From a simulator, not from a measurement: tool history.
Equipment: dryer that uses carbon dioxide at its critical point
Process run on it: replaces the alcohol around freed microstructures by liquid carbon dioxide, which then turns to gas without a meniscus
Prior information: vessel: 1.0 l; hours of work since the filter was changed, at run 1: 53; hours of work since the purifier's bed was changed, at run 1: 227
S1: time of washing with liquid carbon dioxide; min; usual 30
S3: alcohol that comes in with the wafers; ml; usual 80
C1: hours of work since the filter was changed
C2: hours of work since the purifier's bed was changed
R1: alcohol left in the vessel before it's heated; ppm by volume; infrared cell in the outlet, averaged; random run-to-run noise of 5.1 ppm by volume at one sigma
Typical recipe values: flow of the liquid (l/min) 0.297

run 1 hour=0 | S1=30 flow_of_the_liquid_(l/min)=0.297 S3=80 | C1=53 C2=227 | R1=174
run 2 hour=9.7 | S1=30 flow_of_the_liquid_(l/min)=0.297 S3=25 | C1=60 C2=234 | R1=111
run 3 hour=18.5 | S1=30 flow_of_the_liquid_(l/min)=0.297 S3=25 | C1=67 C2=241 | R1=114
run 4 hour=26.6 | S1=30 flow_of_the_liquid_(l/min)=0.194 S3=80 | C1=73 C2=247 | R1=960
run 5 hour=34.5 | S1=30 flow_of_the_liquid_(l/min)=0.297 S3=38 | C1=79 C2=253 | R1=132
run 6 hour=44.5 | S1=30 flow_of_the_liquid_(l/min)=0.297 S3=38 | C1=86 C2=260 | R1=128
run 7 hour=53.6 | S1=30 flow_of_the_liquid_(l/min)=0.297 S3=80 | C1=93 C2=267 | R1=192
run 8 hour=64.1 | S1=30 flow_of_the_liquid_(l/min)=0.297 S3=80 | C1=101 C2=275 | R1=200
run 9 hour=71 | S1=28 flow_of_the_liquid_(l/min)=0.297 S3=80 | C1=106 C2=280 | R1=252
run 10 hour=75.5 | S1=28 flow_of_the_liquid_(l/min)=0.297 S3=80 | C1=110 C2=284 | R1=262
run 11 hour=81.3 | S1=45 flow_of_the_liquid_(l/min)=0.297 S3=80 | C1=114 C2=288 | R1=107
run 12 hour=88.7 | S1=45 flow_of_the_liquid_(l/min)=0.297 S3=80 | C1=120 C2=294 | R1=109
run 13 hour=98.1 | S1=40 flow_of_the_liquid_(l/min)=0.297 S3=80 | C1=127 C2=301 | R1=114
run 14 hour=107.3 | S1=30 flow_of_the_liquid_(l/min)=0.297 S3=80 | C1=134 C2=308 | R1=213
run 15 hour=114.1 | S1=30 flow_of_the_liquid_(l/min)=0.297 S3=80 | C1=139 C2=313 | R1=224
run 16 hour=119.4 | S1=30 flow_of_the_liquid_(l/min)=0.297 S3=80 | C1=143 C2=317 | R1=224
run 17 hour=126.4 | S1=30 flow_of_the_liquid_(l/min)=0.297 S3=80 | C1=148 C2=322 | R1=228
-- hour=131.3 inlet filter changed
run 18 hour=136.3 | S1=30 flow_of_the_liquid_(l/min)=0.297 S3=80 | C1=4 C2=329 | R1=188
run 19 hour=141.1 | S1=30 flow_of_the_liquid_(l/min)=0.297 S3=80 | C1=7 C2=332 | R1=190
run 20 hour=149.8 | S1=30 flow_of_the_liquid_(l/min)=0.297 S3=80 | C1=14 C2=339 | R1=184
run 21 hour=159.1 | S1=19 flow_of_the_liquid_(l/min)=0.297 S3=80 | C1=21 C2=346 | R1=1084
run 22 hour=169 | S1=30 flow_of_the_liquid_(l/min)=0.297 S3=80 | C1=28 C2=353 | R1=202
run 23 hour=175 | S1=32 flow_of_the_liquid_(l/min)=0.297 S3=80 | C1=33 C2=358 | R1=173
run 24 hour=184.1 | S1=35 flow_of_the_liquid_(l/min)=0.297 S3=50 | C1=40 C2=365 | R1=133
run 25 hour=193.5 | S1=23 flow_of_the_liquid_(l/min)=0.248 S3=25 | C1=47 C2=372 | R1=423
run 26 hour=200.8 | S1=23 flow_of_the_liquid_(l/min)=0.248 S3=25 | C1=52 C2=377 | R1=428
run 27 hour=209.2 | S1=19 flow_of_the_liquid_(l/min)=0.217 S3=63 | C1=59 C2=384 | R1=2545
run 28 hour=217.5 | S1=30 flow_of_the_liquid_(l/min)=0.203 S3=97 | C1=65 C2=390 | R1=969
run 29 hour=225.6 | S1=30 flow_of_the_liquid_(l/min)=0.203 S3=73 | C1=71 C2=396 | R1=743
run 30 hour=234.1 | S1=20 flow_of_the_liquid_(l/min)=0.302 S3=38 | C1=77 C2=402 | R1=513
run 31 hour=239.2 | S1=20 flow_of_the_liquid_(l/min)=0.302 S3=38 | C1=81 C2=406 | R1=527
run 32 hour=249.1 | S1=42 flow_of_the_liquid_(l/min)=0.297 S3=28 | C1=89 C2=414 | R1=136
run 33 hour=253.5 | S1=42 flow_of_the_liquid_(l/min)=0.297 S3=28 | C1=92 C2=417 | R1=142
run 34 hour=260.4 | S1=20 flow_of_the_liquid_(l/min)=0.475 S3=25 | C1=97 C2=422 | R1=166
run 35 hour=266.8 | S1=34 flow_of_the_liquid_(l/min)=0.264 S3=65 | C1=102 C2=427 | R1=205
run 36 hour=271.3 | S1=30 flow_of_the_liquid_(l/min)=0.224 S3=80 | C1=105 C2=430 | R1=612
run 37 hour=281.4 | S1=30 flow_of_the_liquid_(l/min)=0.224 S3=50 | C1=113 C2=438 | R1=438
run 38 hour=289.4 | S1=30 flow_of_the_liquid_(l/min)=0.272 S3=50 | C1=119 C2=444 | R1=266
run 39 hour=298.1 | S1=20 flow_of_the_liquid_(l/min)=0.343 S3=37 | C1=126 C2=451 | R1=387
run 40 hour=306.7 | S1=44 flow_of_the_liquid_(l/min)=0.404 S3=86 | C1=132 C2=457 | R1=154
run 41 hour=313 | S1=23 flow_of_the_liquid_(l/min)=0.489 S3=50 | C1=137 C2=462 | R1=182
run 42 hour=321.1 | S1=23 flow_of_the_liquid_(l/min)=0.489 S3=42 | C1=143 C2=468 | R1=175
run 43 hour=325.7 | S1=21 flow_of_the_liquid_(l/min)=0.301 S3=44 | C1=147 C2=471 | R1=589
run 44 hour=330.8 | S1=28 flow_of_the_liquid_(l/min)=0.297 S3=116 | C1=150 C2=475 | R1=413

Expected results for the next run?
-- hour=332.4 inlet filter changed
run 45 hour=340.2 | S1=28 flow_of_the_liquid_(l/min)=0.297 S3=116 | C1=6 C2=482 | R1=?

Run 45 gave R1 326 ppm by volume.
With no hidden state in the tool, this same run would have given R1 161 ppm by volume.
